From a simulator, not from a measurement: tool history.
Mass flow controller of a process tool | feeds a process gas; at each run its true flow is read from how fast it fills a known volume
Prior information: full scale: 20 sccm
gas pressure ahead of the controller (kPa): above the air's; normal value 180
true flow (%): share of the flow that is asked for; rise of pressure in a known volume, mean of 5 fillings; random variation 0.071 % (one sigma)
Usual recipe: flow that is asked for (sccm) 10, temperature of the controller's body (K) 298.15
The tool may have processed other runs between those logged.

run	hour	flow that is asked for (sccm)	gas pressure ahead of the controller (kPa)	temperature of the controller's body (K)	true flow (%)
1	0.0	10	180	298.15	99.48
2	117.4	10	180	298.15	99.45
3	271.9	10	180	298.15	99.33
4	414.6	10	180	302.15	98.98
5	490.6	10	180	293.15	99.94
6	603.5	10	180	293.15	99.92
7	744.8	10	180	293.15	99.97
8	889.3	10	180	293.15	100.04
9	963.2	10	266	298.15	99.16
10	1027.9	10	180	298.15	99.48
11	1105.2	10	180	298.15	99.42
12	1245.9	10	180	298.15	99.39
13	1328.5	10	180	298.15	99.46
14	1478.8	10	180	298.15	99.41
15	1558.3	10	180	298.15	99.46
16	1691.2	10	180	298.15	99.50
17	1775.2	11	180	298.15	99.43
18	1882.8	11	162	298.15	99.50
19	1980.4	10	153	298.15	99.58
20	2110.8	3	153	298.15	98.93
21	2260.0	3	153	298.15	99.02
22	2338.1	10	166	299.15	99.29
23	2473.7	15	187	301.15	99.40
24	2610.8	15	187	301.15	99.45
25	2752.4	7	180	297.15	99.36
26	2860.8	7	142	309.15	98.25
27	3001.5	4	162	303.15	98.51
28	3113.6	4	162	303.15	98.58
29	3210.0	4	150	302.15	98.78
30	3322.5	8	180	298.15	99.32
31	3390.7	16	194	303.15	99.37
32	3517.4	7	182	296.15	99.39
33	3662.3	12	162	311.15	98.27
34	3820.2	5	180	298.15	99.05
35	3963.3	5	164	305.15	98.43
36	4074.3	4	212	305.15	98.24
37	4143.1	10	180	306.15	98.69
38	4269.2	10	180	306.15	98.66
39	4386.8	6	180	298.15	99.18
40	4454.0	6	180	305.15	98.56
41	4559.5	11	180	298.15	99.51

3 ways to go on from here, each from the tool as it stands after run 41. What would each give?
A	4677.8	16	180	298.15	?
B	4677.8	20	180	298.15	?
C	4677.8	3	152	304.15	?

run	true flow (%)
A	99.75
B	100.03
C	98.37
Without the tool's unlogged condition, the same runs would have read:
run	true flow (%)
A	99.74
B	100.02
C	98.37
